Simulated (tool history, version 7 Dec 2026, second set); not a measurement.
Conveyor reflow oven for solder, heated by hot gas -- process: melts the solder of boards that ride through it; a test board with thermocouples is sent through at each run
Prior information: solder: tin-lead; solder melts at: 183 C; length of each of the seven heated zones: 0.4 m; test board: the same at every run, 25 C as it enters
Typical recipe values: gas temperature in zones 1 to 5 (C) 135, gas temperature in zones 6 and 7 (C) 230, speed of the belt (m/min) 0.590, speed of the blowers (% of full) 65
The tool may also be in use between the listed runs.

| run | hour | gas temperature in zones 1 to 5 (C) | gas temperature in zones 6 and 7 (C) | speed of the belt (m/min) | speed of the blowers (% of full) | highest temperature of the board (C) | time above the solder's melting point (s) |
|---|---|---|---|---|---|---|---|
| 1 | 0.0 | 135 | 230 | 0.590 | 65 | 214.18 | 57.44 |
| 2 | 25.9 | 135 | 230 | 0.590 | 88 | 218.64 | 62.30 |
| 3 | 54.2 | 135 | 230 | 0.590 | 88 | 218.75 | 62.28 |
| 4 | 67.9 | 135 | 230 | 0.590 | 65 | 214.09 | 57.49 |
| 5 | 93.8 | 135 | 230 | 0.590 | 65 | 214.11 | 57.38 |
| 6 | 109.2 | 135 | 230 | 0.590 | 65 | 214.14 | 57.47 |
| 7 | 138.8 | 135 | 230 | 0.590 | 65 | 214.08 | 57.32 |
| 8 | 162.7 | 125 | 230 | 0.590 | 65 | 212.39 | 52.26 |
| 9 | 194.4 | 140 | 230 | 0.590 | 65 | 214.89 | 59.83 |
| 10 | 210.1 | 140 | 230 | 0.590 | 65 | 214.95 | 60.02 |
| 11 | 241.6 | 135 | 230 | 0.590 | 75 | 216.26 | 59.68 |
| 12 | 263.9 | 135 | 230 | 0.590 | 75 | 216.35 | 59.65 |
| 13 | 291.9 | 135 | 230 | 0.590 | 75 | 216.28 | 59.63 |
| 14 | 323.4 | 135 | 230 | 0.590 | 75 | 216.25 | 59.70 |
| 15 | 344.6 | 144 | 230 | 0.532 | 75 | 220.26 | 74.03 |
| 16 | 372.9 | 133 | 218 | 0.555 | 88 | 208.81 | 57.52 |
| 17 | 406.1 | 135 | 218 | 0.496 | 65 | 208.30 | 63.68 |
|  | 430.2 | flux residue cleaned out of gas plates and filters |
| 18 | 430.9 | 137 | 218 | 0.496 | 52 | 206.35 | 61.04 |
| 19 | 461.4 | 137 | 218 | 0.496 | 52 | 206.23 | 60.89 |
| 20 | 478.2 | 136 | 225 | 0.525 | 67 | 214.13 | 66.57 |
| 21 | 503.8 | 136 | 225 | 0.525 | 67 | 214.17 | 66.54 |
| 22 | 527.0 | 133 | 231 | 0.576 | 53 | 212.58 | 55.95 |
| 23 | 552.0 | 147 | 230 | 0.613 | 65 | 215.61 | 61.26 |
| 24 | 573.4 | 147 | 230 | 0.613 | 65 | 215.62 | 61.12 |
| 25 | 599.7 | 147 | 230 | 0.613 | 65 | 215.53 | 61.27 |
| 26 | 631.7 | 147 | 230 | 0.613 | 65 | 215.62 | 60.85 |

4 options for the next run, each taken on its own from the tool as it stands now. Forecast them:
| A | 646.8 | 147 | 241 | 0.613 | 80 | ? | ? |
| B | 646.8 | 122 | 235 | 0.569 | 65 | ? | ? |
| C | 646.8 | 146 | 222 | 0.613 | 62 | ? | ? |
| D | 646.8 | 135 | 222 | 0.619 | 65 | ? | ? |

| run | highest temperature of the board (C) | time above the solder's melting point (s) |
|---|---|---|
| A | 228.23 | 69.89 |
| B | 217.98 | 58.81 |
| C | 207.85 | 53.52 |
| D | 206.17 | 46.71 |
Take away the tool's hidden state, keep each run's random variation, and the runs would have read:
| run | highest temperature of the board (C) | time above the solder's melting point (s) |
|---|---|---|
| A | 227.52 | 69.10 |
| B | 217.27 | 57.92 |
| C | 207.13 | 52.52 |
| D | 205.46 | 45.74 |
